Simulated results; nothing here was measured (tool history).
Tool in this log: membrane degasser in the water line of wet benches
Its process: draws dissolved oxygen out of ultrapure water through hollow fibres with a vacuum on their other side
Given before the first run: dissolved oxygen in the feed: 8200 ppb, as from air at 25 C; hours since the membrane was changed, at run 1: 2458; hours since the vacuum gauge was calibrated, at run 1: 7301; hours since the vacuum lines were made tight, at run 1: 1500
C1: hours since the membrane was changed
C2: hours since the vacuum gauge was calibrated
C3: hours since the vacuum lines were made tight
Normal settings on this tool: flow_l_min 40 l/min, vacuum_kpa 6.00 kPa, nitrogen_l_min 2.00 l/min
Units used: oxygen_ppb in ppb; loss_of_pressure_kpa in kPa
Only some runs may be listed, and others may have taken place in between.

run 1 day=0.000 | flow_l_min=40 vacuum_kpa=6.00 nitrogen_l_min=2.00 | C1=2458 C2=7301 C3=1500 | oxygen_ppb=136.7 loss_of_pressure_kpa=57.86
run 2 day=3.646 | flow_l_min=25 vacuum_kpa=6.00 nitrogen_l_min=2.00 | C1=2546 C2=7389 C3=1587 | oxygen_ppb=81.9 loss_of_pressure_kpa=36.10
run 3 day=10.538 | flow_l_min=40 vacuum_kpa=6.00 nitrogen_l_min=3.47 | C1=2711 C2=7554 C3=1753 | oxygen_ppb=91.7 loss_of_pressure_kpa=57.76
run 4 day=15.658 | flow_l_min=40 vacuum_kpa=6.00 nitrogen_l_min=3.47 | C1=2834 C2=7677 C3=1876 | oxygen_ppb=92.1 loss_of_pressure_kpa=57.63
run 5 day=22.262 | flow_l_min=42 vacuum_kpa=6.00 nitrogen_l_min=2.00 | C1=2992 C2=7836 C3=2034 | oxygen_ppb=153.8 loss_of_pressure_kpa=60.59
run 6 day=28.575 | flow_l_min=42 vacuum_kpa=6.00 nitrogen_l_min=2.58 | C1=3144 C2=7987 C3=2186 | oxygen_ppb=123.2 loss_of_pressure_kpa=60.59
run 7 day=34.612 | flow_l_min=42 vacuum_kpa=7.98 nitrogen_l_min=2.58 | C1=3289 C2=8132 C3=2330 | oxygen_ppb=196.1 loss_of_pressure_kpa=60.37
run 8 day=40.479 | flow_l_min=42 vacuum_kpa=7.98 nitrogen_l_min=2.58 | C1=3430 C2=8273 C3=2471 | oxygen_ppb=192.2 loss_of_pressure_kpa=61.08
run 9 day=46.221 | flow_l_min=42 vacuum_kpa=7.98 nitrogen_l_min=2.58 | C1=3567 C2=8411 C3=2609 | oxygen_ppb=196.4 loss_of_pressure_kpa=60.41
run 10 day=53.408 | flow_l_min=42 vacuum_kpa=7.98 nitrogen_l_min=2.58 | C1=3740 C2=8583 C3=2782 | oxygen_ppb=194.0 loss_of_pressure_kpa=60.72
-- day=59.167 vacuum gauge calibrated
run 11 day=60.188 | flow_l_min=40 vacuum_kpa=6.00 nitrogen_l_min=2.00 | C1=3902 C2=25 C3=2944 | oxygen_ppb=140.7 loss_of_pressure_kpa=57.94
run 12 day=63.979 | flow_l_min=27 vacuum_kpa=6.00 nitrogen_l_min=2.00 | C1=3993 C2=116 C3=3035 | oxygen_ppb=88.5 loss_of_pressure_kpa=39.25
run 13 day=70.721 | flow_l_min=24 vacuum_kpa=8.23 nitrogen_l_min=1.67 | C1=4155 C2=277 C3=3197 | oxygen_ppb=163.2 loss_of_pressure_kpa=34.90
run 14 day=74.938 | flow_l_min=25 vacuum_kpa=13.97 nitrogen_l_min=3.40 | C1=4256 C2=379 C3=3298 | oxygen_ppb=184.6 loss_of_pressure_kpa=35.97
run 15 day=77.996 | flow_l_min=26 vacuum_kpa=7.38 nitrogen_l_min=2.00 | C1=4330 C2=452 C3=3371 | oxygen_ppb=126.1 loss_of_pressure_kpa=37.50
run 16 day=81.267 | flow_l_min=40 vacuum_kpa=11.73 nitrogen_l_min=2.00 | C1=4408 C2=530 C3=3450 | oxygen_ppb=383.0 loss_of_pressure_kpa=57.74
run 17 day=85.967 | flow_l_min=40 vacuum_kpa=11.73 nitrogen_l_min=2.00 | C1=4521 C2=643 C3=3562 | oxygen_ppb=383.2 loss_of_pressure_kpa=57.50
run 18 day=89.533 | flow_l_min=40 vacuum_kpa=11.73 nitrogen_l_min=2.00 | C1=4606 C2=729 C3=3648 | oxygen_ppb=381.1 loss_of_pressure_kpa=57.95
run 19 day=96.017 | flow_l_min=40 vacuum_kpa=7.76 nitrogen_l_min=1.36 | C1=4762 C2=884 C3=3804 | oxygen_ppb=291.2 loss_of_pressure_kpa=57.92
run 20 day=101.929 | flow_l_min=40 vacuum_kpa=7.76 nitrogen_l_min=1.36 | C1=4904 C2=1026 C3=3946 | oxygen_ppb=291.3 loss_of_pressure_kpa=57.95
run 21 day=104.988 | flow_l_min=30 vacuum_kpa=10.99 nitrogen_l_min=2.00 | C1=4977 C2=1100 C3=4019 | oxygen_ppb=265.3 loss_of_pressure_kpa=43.49

Hidden condition of the tool, last listed run before each entry between runs versus first listed run after:
Between runs 10 and 11: vacuum gauge calibrated (day 59.167)
  no hidden state differs between the two runs
